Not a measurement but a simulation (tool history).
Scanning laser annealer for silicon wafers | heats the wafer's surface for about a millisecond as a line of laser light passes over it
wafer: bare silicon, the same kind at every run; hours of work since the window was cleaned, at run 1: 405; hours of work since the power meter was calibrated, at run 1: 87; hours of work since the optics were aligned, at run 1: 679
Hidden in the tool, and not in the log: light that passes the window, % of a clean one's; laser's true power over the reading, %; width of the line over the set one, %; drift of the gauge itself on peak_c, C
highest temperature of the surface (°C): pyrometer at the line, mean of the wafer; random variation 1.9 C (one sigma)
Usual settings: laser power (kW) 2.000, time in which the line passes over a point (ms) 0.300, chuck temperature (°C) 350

| run | hour | laser power (kW) | time in which the line passes over a point (ms) | chuck temperature (°C) | hours of work since the window was cleaned | hours of work since the power meter was calibrated | hours of work since the optics were aligned | highest temperature of the surface (°C) |
|---|---|---|---|---|---|---|---|---|
| 1 | 0.0 | 2.000 | 0.300 | 350 | 405 | 87 | 679 | 1065 |
| 2 | 20.3 | 2.000 | 0.300 | 350 | 415 | 97 | 689 | 1066 |
| 3 | 47.2 | 2.000 | 0.300 | 350 | 428 | 109 | 701 | 1065 |
| 4 | 69.4 | 2.000 | 0.300 | 350 | 438 | 120 | 712 | 1063 |
| 5 | 80.6 | 2.000 | 0.300 | 350 | 444 | 125 | 717 | 1062 |
| 6 | 97.3 | 2.000 | 0.300 | 350 | 451 | 133 | 725 | 1067 |
| 7 | 111.2 | 1.725 | 0.300 | 350 | 458 | 139 | 732 | 945 |
| 8 | 137.0 | 1.725 | 0.300 | 350 | 470 | 152 | 744 | 944 |
| 9 | 153.1 | 1.725 | 0.300 | 350 | 478 | 159 | 751 | 946 |
| 10 | 176.5 | 2.000 | 0.300 | 350 | 489 | 170 | 763 | 1061 |
| 11 | 198.8 | 2.000 | 0.291 | 350 | 499 | 181 | 773 | 1051 |
| 12 | 210.7 | 2.000 | 0.340 | 350 | 505 | 187 | 779 | 1104 |
| 13 | 222.4 | 2.000 | 0.340 | 350 | 511 | 192 | 784 | 1105 |
|  | 240.3 | optics aligned, line set to its width |
| 14 | 242.1 | 2.000 | 0.340 | 350 | 518 | 199 | 1 | 1121 |
| 15 | 257.1 | 2.000 | 0.300 | 350 | 525 | 206 | 8 | 1072 |
| 16 | 278.2 | 2.000 | 0.300 | 350 | 535 | 216 | 18 | 1075 |
| 17 | 304.9 | 2.000 | 0.300 | 350 | 547 | 229 | 31 | 1074 |
| 18 | 316.7 | 2.000 | 0.300 | 350 | 553 | 234 | 36 | 1074 |
| 19 | 339.5 | 2.000 | 0.300 | 350 | 564 | 245 | 47 | 1076 |
| 20 | 351.6 | 2.000 | 0.300 | 350 | 569 | 251 | 53 | 1072 |
| 21 | 374.5 | 2.114 | 0.300 | 346 | 580 | 262 | 63 | 1117 |
| 22 | 392.7 | 2.114 | 0.300 | 346 | 589 | 270 | 72 | 1116 |
| 23 | 411.0 | 2.114 | 0.230 | 337 | 597 | 279 | 81 | 1013 |
| 24 | 436.1 | 2.000 | 0.300 | 351 | 609 | 291 | 93 | 1069 |
| 25 | 456.9 | 2.000 | 0.300 | 351 | 619 | 301 | 102 | 1069 |
| 26 | 483.5 | 2.117 | 0.269 | 350 | 632 | 313 | 115 | 1083 |
| 27 | 505.9 | 1.701 | 0.300 | 350 | 642 | 324 | 126 | 938 |
| 28 | 520.7 | 2.000 | 0.322 | 317 | 649 | 331 | 133 | 1059 |
| 29 | 531.7 | 2.000 | 0.322 | 317 | 654 | 336 | 138 | 1062 |
| 30 | 549.3 | 1.954 | 0.295 | 336 | 663 | 344 | 146 | 1025 |
| 31 | 569.7 | 1.954 | 0.295 | 336 | 672 | 354 | 156 | 1024 |
| 32 | 581.4 | 1.949 | 0.276 | 383 | 678 | 359 | 161 | 1046 |
| 33 | 594.1 | 1.949 | 0.276 | 383 | 684 | 365 | 167 | 1047 |
| 34 | 620.0 | 1.979 | 0.300 | 350 | 696 | 378 | 180 | 1060 |
| 35 | 632.9 | 1.931 | 0.300 | 374 | 702 | 384 | 186 | 1056 |
| 36 | 649.6 | 1.931 | 0.300 | 374 | 710 | 392 | 194 | 1057 |
| 37 | 661.8 | 2.000 | 0.300 | 349 | 716 | 397 | 199 | 1061 |
| 38 | 687.2 | 2.000 | 0.300 | 349 | 728 | 409 | 211 | 1062 |
| 39 | 712.1 | 2.000 | 0.300 | 339 | 740 | 421 | 223 | 1048 |
| 40 | 726.3 | 2.000 | 0.300 | 339 | 746 | 428 | 230 | 1052 |

Some steps in highest temperature of the surface (°C) between neighbouring runs. How much of each would the tool show without its hidden state too (settings, what came in, random variation), and how much is left for the hidden state, with any gauge scatter that isn't in both results?
Run 6 -> 7: laser power (kW) 2.000 -> 1.725. highest temperature of the surface (°C) -122: hidden state +5, all else -127.
Run 9 -> 10: laser power (kW) 1.725 -> 2.000. highest temperature of the surface (°C) +115: hidden state -7, all else +122.
Run 13 -> 14: optics aligned, line set to its width. highest temperature of the surface (°C) +16: hidden state +18, all else -2.
Run 26 -> 27: laser power (kW) 2.117 -> 1.701, time in which the line passes over a point (ms) 0.269 -> 0.300. highest temperature of the surface (°C) -145: hidden state +6, all else -151.
Run 27 -> 28: laser power (kW) 1.701 -> 2.000, time in which the line passes over a point (ms) 0.300 -> 0.322, chuck temperature (°C) 350 -> 317. highest temperature of the surface (°C) +121: hidden state -8, all else +129.

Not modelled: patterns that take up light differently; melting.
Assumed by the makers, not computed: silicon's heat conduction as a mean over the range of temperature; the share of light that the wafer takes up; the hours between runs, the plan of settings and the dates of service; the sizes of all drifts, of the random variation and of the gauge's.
